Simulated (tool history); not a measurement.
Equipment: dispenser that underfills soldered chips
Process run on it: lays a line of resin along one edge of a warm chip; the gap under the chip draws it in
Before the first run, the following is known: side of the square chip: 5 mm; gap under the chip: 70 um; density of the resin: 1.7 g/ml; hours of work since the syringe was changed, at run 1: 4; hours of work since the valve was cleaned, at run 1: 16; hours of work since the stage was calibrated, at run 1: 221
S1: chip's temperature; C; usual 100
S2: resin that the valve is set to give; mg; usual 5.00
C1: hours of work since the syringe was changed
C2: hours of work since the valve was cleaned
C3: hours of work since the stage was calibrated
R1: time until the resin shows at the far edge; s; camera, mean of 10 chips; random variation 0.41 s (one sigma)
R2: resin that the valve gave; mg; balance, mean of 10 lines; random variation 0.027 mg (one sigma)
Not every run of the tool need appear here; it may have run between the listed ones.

{"run": 1, "hour": 0.0, "S1": 100, "S2": 5.0, "C1": 4, "C2": 16, "C3": 221, "R1": 35.3, "R2": 4.91}
{"hour": 2.9, "done": "new syringe of resin"}
{"run": 2, "hour": 9.0, "S1": 100, "S2": 5.0, "C1": 4, "C2": 22, "C3": 227, "R1": 34.9, "R2": 4.88}
{"hour": 11.7, "done": "new syringe of resin"}
{"run": 3, "hour": 14.5, "S1": 100, "S2": 5.0, "C1": 2, "C2": 25, "C3": 230, "R1": 30.6, "R2": 4.88}
{"hour": 21.1, "done": "new syringe of resin"}
{"run": 4, "hour": 25.8, "S1": 97, "S2": 5.0, "C1": 3, "C2": 33, "C3": 238, "R1": 38.1, "R2": 4.85}
{"hour": 30.6, "done": "new syringe of resin"}
{"run": 5, "hour": 35.4, "S1": 97, "S2": 5.0, "C1": 3, "C2": 39, "C3": 244, "R1": 37.3, "R2": 4.81}
{"hour": 39.4, "done": "new syringe of resin"}
{"run": 6, "hour": 46.3, "S1": 97, "S2": 5.0, "C1": 4, "C2": 45, "C3": 250, "R1": 42.6, "R2": 4.74}
{"hour": 48.5, "done": "new syringe of resin"}
{"hour": 57.5, "done": "new syringe of resin"}
{"run": 7, "hour": 58.9, "S1": 97, "S2": 5.0, "C1": 1, "C2": 53, "C3": 258, "R1": 31.7, "R2": 4.75}
{"run": 8, "hour": 64.5, "S1": 100, "S2": 5.0, "C1": 5, "C2": 57, "C3": 262, "R1": 36.1, "R2": 4.7}
{"hour": 66.4, "done": "new syringe of resin"}
{"run": 9, "hour": 71.2, "S1": 91, "S2": 5.0, "C1": 3, "C2": 61, "C3": 266, "R1": 47.8, "R2": 4.74}
{"hour": 75.7, "done": "new syringe of resin"}
{"run": 10, "hour": 80.2, "S1": 91, "S2": 5.0, "C1": 3, "C2": 67, "C3": 272, "R1": 48.1, "R2": 4.7}
{"hour": 84.8, "done": "new syringe of resin"}
{"run": 11, "hour": 90.4, "S1": 100, "S2": 4.47, "C1": 4, "C2": 73, "C3": 278, "R1": 34.8, "R2": 4.18}
{"hour": 94.4, "done": "new syringe of resin"}
{"run": 12, "hour": 99.7, "S1": 100, "S2": 4.47, "C1": 3, "C2": 79, "C3": 284, "R1": 33.5, "R2": 4.17}
{"hour": 103.5, "done": "new syringe of resin"}
{"run": 13, "hour": 107.8, "S1": 100, "S2": 4.47, "C1": 3, "C2": 84, "C3": 289, "R1": 32.1, "R2": 4.13}
{"hour": 112.5, "done": "new syringe of resin"}
{"run": 14, "hour": 114.7, "S1": 88, "S2": 5.0, "C1": 1, "C2": 88, "C3": 293, "R1": 50.7, "R2": 4.6}
{"hour": 121.5, "done": "new syringe of resin"}
{"run": 15, "hour": 123.4, "S1": 91, "S2": 4.83, "C1": 1, "C2": 94, "C3": 299, "R1": 43.0, "R2": 4.39}
{"run": 16, "hour": 129.7, "S1": 91, "S2": 4.83, "C1": 5, "C2": 98, "C3": 303, "R1": 56.3, "R2": 4.38}
{"hour": 130.7, "done": "new syringe of resin"}
{"hour": 133.7, "done": "dispensing valve cleaned and set on the balance"}
{"run": 17, "hour": 136.7, "S1": 92, "S2": 5.9, "C1": 3, "C2": 2, "C3": 307, "R1": 45.2, "R2": 5.94}
{"hour": 140.9, "done": "new syringe of resin"}
{"run": 18, "hour": 144.8, "S1": 92, "S2": 5.9, "C1": 3, "C2": 7, "C3": 312, "R1": 44.2, "R2": 5.91}
{"hour": 150.5, "done": "new syringe of resin"}
{"run": 19, "hour": 155.6, "S1": 107, "S2": 5.9, "C1": 3, "C2": 14, "C3": 319, "R1": 23.5, "R2": 5.85}
{"hour": 160.0, "done": "new syringe of resin"}
{"run": 20, "hour": 163.4, "S1": 85, "S2": 5.0, "C1": 2, "C2": 19, "C3": 323, "R1": 56.9, "R2": 4.93}
{"hour": 169.0, "done": "new syringe of resin"}
{"run": 21, "hour": 172.7, "S1": 88, "S2": 5.07, "C1": 2, "C2": 25, "C3": 329, "R1": 51.4, "R2": 4.95}
{"hour": 178.7, "done": "new syringe of resin"}
{"run": 22, "hour": 184.0, "S1": 88, "S2": 5.07, "C1": 3, "C2": 32, "C3": 336, "R1": 56.9, "R2": 4.9}
{"hour": 187.5, "done": "new syringe of resin"}
{"run": 23, "hour": 193.8, "S1": 89, "S2": 5.01, "C1": 4, "C2": 38, "C3": 343, "R1": 54.8, "R2": 4.82}

Branching from run 23: 4 alternative next runs. What would each branch give?
{"hour": 197.1, "done": "new syringe of resin"}
{"run": "A", "hour": 203.0, "S1": 106, "S2": 4.62, "C1": 4, "C2": 44, "C3": 348, "R1": "?", "R2": "?"}
{"hour": 197.1, "done": "new syringe of resin"}
{"run": "B", "hour": 203.0, "S1": 85, "S2": 6.26, "C1": 4, "C2": 44, "C3": 348, "R1": "?", "R2": "?"}
{"hour": 197.1, "done": "new syringe of resin"}
{"run": "C", "hour": 203.0, "S1": 86, "S2": 4.57, "C1": 4, "C2": 44, "C3": 348, "R1": "?", "R2": "?"}
{"hour": 197.1, "done": "new syringe of resin"}
{"run": "D", "hour": 203.0, "S1": 96, "S2": 5.01, "C1": 4, "C2": 44, "C3": 348, "R1": "?", "R2": "?"}

run=A R1=26.2 R2=4.44
run=B R1=66.2 R2=5.99
run=C R1=62.7 R2=4.34
run=D R1=40.1 R2=4.82
Without the tool's hidden state the same runs would have given:
run=A R1=21.4 R2=4.63
run=B R1=55.2 R2=6.25
run=C R1=51.8 R2=4.53
run=D R1=33.1 R2=5.03
